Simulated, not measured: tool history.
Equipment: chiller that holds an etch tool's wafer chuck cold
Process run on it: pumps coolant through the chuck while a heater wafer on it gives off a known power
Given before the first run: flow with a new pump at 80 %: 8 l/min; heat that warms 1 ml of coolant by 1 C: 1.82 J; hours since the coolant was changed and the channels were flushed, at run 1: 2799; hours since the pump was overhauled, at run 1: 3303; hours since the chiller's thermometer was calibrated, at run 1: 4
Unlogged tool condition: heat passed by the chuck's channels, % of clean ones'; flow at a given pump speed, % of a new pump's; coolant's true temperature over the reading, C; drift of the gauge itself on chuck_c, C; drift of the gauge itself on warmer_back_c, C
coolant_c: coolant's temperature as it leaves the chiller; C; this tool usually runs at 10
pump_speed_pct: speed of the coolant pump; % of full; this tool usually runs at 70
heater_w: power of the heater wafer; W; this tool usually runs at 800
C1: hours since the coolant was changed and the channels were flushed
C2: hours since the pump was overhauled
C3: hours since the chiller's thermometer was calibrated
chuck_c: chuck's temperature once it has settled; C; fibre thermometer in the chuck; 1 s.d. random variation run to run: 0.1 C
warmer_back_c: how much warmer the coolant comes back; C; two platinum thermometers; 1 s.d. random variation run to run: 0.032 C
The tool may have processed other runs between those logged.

run 1 hour=0 | coolant_c=10 pump_speed_pct=70 heater_w=800 | C1=2799 C2=3303 C3=4 | chuck_c=20.2 warmer_back_c=4.09
run 2 hour=140 | coolant_c=10 pump_speed_pct=70 heater_w=800 | C1=2939 C2=3443 C3=144 | chuck_c=20.3 warmer_back_c=4.06
run 3 hour=279 | coolant_c=10 pump_speed_pct=70 heater_w=800 | C1=3078 C2=3582 C3=283 | chuck_c=20.5 warmer_back_c=4.09
run 4 hour=367 | coolant_c=10 pump_speed_pct=92 heater_w=800 | C1=3166 C2=3670 C3=371 | chuck_c=18.6 warmer_back_c=3.07
run 5 hour=542.7 | coolant_c=10 pump_speed_pct=92 heater_w=720 | C1=3342 C2=3846 C3=546 | chuck_c=17.7 warmer_back_c=2.75
run 6 hour=698.8 | coolant_c=10 pump_speed_pct=92 heater_w=720 | C1=3498 C2=4002 C3=702 | chuck_c=18 warmer_back_c=2.85
run 7 hour=781.5 | coolant_c=7 pump_speed_pct=70 heater_w=800 | C1=3580 C2=4085 C3=785 | chuck_c=17.8 warmer_back_c=4.15
run 8 hour=874.5 | coolant_c=3 pump_speed_pct=70 heater_w=800 | C1=3673 C2=4178 C3=878 | chuck_c=13.7 warmer_back_c=4.17
run 9 hour=960.6 | coolant_c=10 pump_speed_pct=70 heater_w=800 | C1=3759 C2=4264 C3=964 | chuck_c=20.6 warmer_back_c=4.17
run 10 hour=1040 | coolant_c=13 pump_speed_pct=70 heater_w=800 | C1=3839 C2=4343 C3=1044 | chuck_c=23.8 warmer_back_c=4.16
run 11 hour=1175.8 | coolant_c=10 pump_speed_pct=96 heater_w=800 | C1=3975 C2=4479 C3=1179 | chuck_c=18.7 warmer_back_c=3.03
run 12 hour=1342.8 | coolant_c=10 pump_speed_pct=96 heater_w=1170 | C1=4142 C2=4646 C3=1346 | chuck_c=22.7 warmer_back_c=4.45
run 13 hour=1485.1 | coolant_c=10 pump_speed_pct=96 heater_w=1170 | C1=4284 C2=4788 C3=1489 | chuck_c=22.8 warmer_back_c=4.45
run 14 hour=1642.4 | coolant_c=10 pump_speed_pct=96 heater_w=1170 | C1=4441 C2=4945 C3=1646 | chuck_c=22.9 warmer_back_c=4.45
run 15 hour=1754.8 | coolant_c=10 pump_speed_pct=63 heater_w=1106 | C1=4554 C2=5058 C3=1758 | chuck_c=26.6 warmer_back_c=6.46
run 16 hour=1935.9 | coolant_c=10 pump_speed_pct=63 heater_w=664 | C1=4735 C2=5239 C3=1940 | chuck_c=20.2 warmer_back_c=3.92
run 17 hour=2013.4 | coolant_c=4 pump_speed_pct=70 heater_w=800 | C1=4812 C2=5316 C3=2017 | chuck_c=15.4 warmer_back_c=4.19
run 18 hour=2132.6 | coolant_c=4 pump_speed_pct=70 heater_w=800 | C1=4931 C2=5436 C3=2136 | chuck_c=15.7 warmer_back_c=4.25
run 19 hour=2235.6 | coolant_c=13 pump_speed_pct=92 heater_w=800 | C1=5034 C2=5539 C3=2239 | chuck_c=22.5 warmer_back_c=3.18
run 20 hour=2387.4 | coolant_c=7 pump_speed_pct=71 heater_w=631 | C1=5186 C2=5690 C3=2391 | chuck_c=16.1 warmer_back_c=3.33
run 21 hour=2522 | coolant_c=17 pump_speed_pct=70 heater_w=618 | C1=5321 C2=5825 C3=2526 | chuck_c=26.1 warmer_back_c=3.25
run 22 hour=2678.9 | coolant_c=17 pump_speed_pct=70 heater_w=868 | C1=5478 C2=5982 C3=2683 | chuck_c=29.7 warmer_back_c=4.69
run 23 hour=2815.3 | coolant_c=10 pump_speed_pct=63 heater_w=856 | C1=5614 C2=6118 C3=2819 | chuck_c=23.6 warmer_back_c=5.14

What if the next run were any one of these 3? Each begins from the tool's condition after run 23:
run A hour=2985.2 | coolant_c=10 pump_speed_pct=63 heater_w=551 | C1=5784 C2=6288 C3=2989 | chuck_c=? warmer_back_c=?
run B hour=2985.2 | coolant_c=19 pump_speed_pct=63 heater_w=856 | C1=5784 C2=6288 C3=2989 | chuck_c=? warmer_back_c=?
run C hour=2985.2 | coolant_c=10 pump_speed_pct=97 heater_w=800 | C1=5784 C2=6288 C3=2989 | chuck_c=? warmer_back_c=?

run=A chuck_c=18.9 warmer_back_c=3.32
run=B chuck_c=32.7 warmer_back_c=5.18
run=C chuck_c=19.5 warmer_back_c=3.14
With no hidden state in the tool, these same runs would have given:
run=A chuck_c=16.6 warmer_back_c=2.89
run=B chuck_c=29.3 warmer_back_c=4.5
run=C chuck_c=17 warmer_back_c=2.73
